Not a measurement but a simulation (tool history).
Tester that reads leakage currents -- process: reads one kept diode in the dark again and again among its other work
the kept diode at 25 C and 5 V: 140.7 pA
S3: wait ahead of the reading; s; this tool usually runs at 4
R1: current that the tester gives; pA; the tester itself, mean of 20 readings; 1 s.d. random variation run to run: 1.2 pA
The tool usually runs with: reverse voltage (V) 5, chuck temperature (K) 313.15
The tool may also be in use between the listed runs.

{"run": 1, "day": 0.0, "reverse voltage (V)": 5, "chuck temperature (K)": 313.15, "S3": 4, "R1": 471.54}
{"run": 2, "day": 2.379, "reverse voltage (V)": 5, "chuck temperature (K)": 313.15, "S3": 4, "R1": 473.22}
{"run": 3, "day": 4.779, "reverse voltage (V)": 5, "chuck temperature (K)": 313.15, "S3": 2.35, "R1": 476.28}
{"run": 4, "day": 7.267, "reverse voltage (V)": 4.73, "chuck temperature (K)": 313.15, "S3": 4, "R1": 466.03}
{"run": 5, "day": 9.275, "reverse voltage (V)": 4.73, "chuck temperature (K)": 313.15, "S3": 4, "R1": 470.02}
{"run": 6, "day": 12.45, "reverse voltage (V)": 4.73, "chuck temperature (K)": 313.15, "S3": 4, "R1": 469}
{"run": 7, "day": 14.488, "reverse voltage (V)": 4.73, "chuck temperature (K)": 313.15, "S3": 4, "R1": 471.03}
{"run": 8, "day": 17.104, "reverse voltage (V)": 4.73, "chuck temperature (K)": 313.15, "S3": 4, "R1": 475.05}
{"run": 9, "day": 19.025, "reverse voltage (V)": 5, "chuck temperature (K)": 313.15, "S3": 4, "R1": 484.58}
{"run": 10, "day": 21.438, "reverse voltage (V)": 5, "chuck temperature (K)": 313.15, "S3": 4, "R1": 484.16}
{"day": 23.375, "done": "chuck's temperature calibrated"}
{"run": 11, "day": 24.35, "reverse voltage (V)": 5, "chuck temperature (K)": 313.15, "S3": 4, "R1": 414.48}
{"run": 12, "day": 26.275, "reverse voltage (V)": 5.45, "chuck temperature (K)": 313.15, "S3": 4, "R1": 427.68}
{"run": 13, "day": 28.162, "reverse voltage (V)": 5.45, "chuck temperature (K)": 313.15, "S3": 4, "R1": 429.12}
{"run": 14, "day": 29.842, "reverse voltage (V)": 5.45, "chuck temperature (K)": 313.15, "S3": 4, "R1": 428.36}
{"run": 15, "day": 31.967, "reverse voltage (V)": 5, "chuck temperature (K)": 313.15, "S3": 4, "R1": 416.97}
{"day": 34.779, "done": "probe card cleaned and baked"}
{"run": 16, "day": 35.062, "reverse voltage (V)": 5, "chuck temperature (K)": 313.15, "S3": 4, "R1": 413.37}
{"run": 17, "day": 37.633, "reverse voltage (V)": 5, "chuck temperature (K)": 313.15, "S3": 7.35, "R1": 412.95}
{"run": 18, "day": 40.625, "reverse voltage (V)": 5, "chuck temperature (K)": 313.15, "S3": 0.99, "R1": 415.94}
{"run": 19, "day": 42.467, "reverse voltage (V)": 5, "chuck temperature (K)": 313.15, "S3": 4, "R1": 415.95}
{"run": 20, "day": 44.55, "reverse voltage (V)": 5, "chuck temperature (K)": 308.15, "S3": 4, "R1": 294.89}
{"run": 21, "day": 46.562, "reverse voltage (V)": 5, "chuck temperature (K)": 308.15, "S3": 4, "R1": 297.62}
{"run": 22, "day": 48.717, "reverse voltage (V)": 5.25, "chuck temperature (K)": 313.15, "S3": 1.78, "R1": 425.61}
{"run": 23, "day": 51.604, "reverse voltage (V)": 2.12, "chuck temperature (K)": 302.15, "S3": 0.53, "R1": 149.52}
{"run": 24, "day": 54.817, "reverse voltage (V)": 2.12, "chuck temperature (K)": 302.15, "S3": 0.53, "R1": 150.28}
{"run": 25, "day": 57.458, "reverse voltage (V)": 12.84, "chuck temperature (K)": 313.15, "S3": 7.48, "R1": 569.35}
{"run": 26, "day": 59.354, "reverse voltage (V)": 4.36, "chuck temperature (K)": 322.15, "S3": 3.21, "R1": 729.89}

What does the tool deliver on the next run?
{"run": 27, "day": 61.088, "reverse voltage (V)": 2.64, "chuck temperature (K)": 313.15, "S3": 1.99, "R1": "?"}

R1: 346.77 pA
Minus the tool's unlogged condition, the same run would have read R1 335.51 pA.
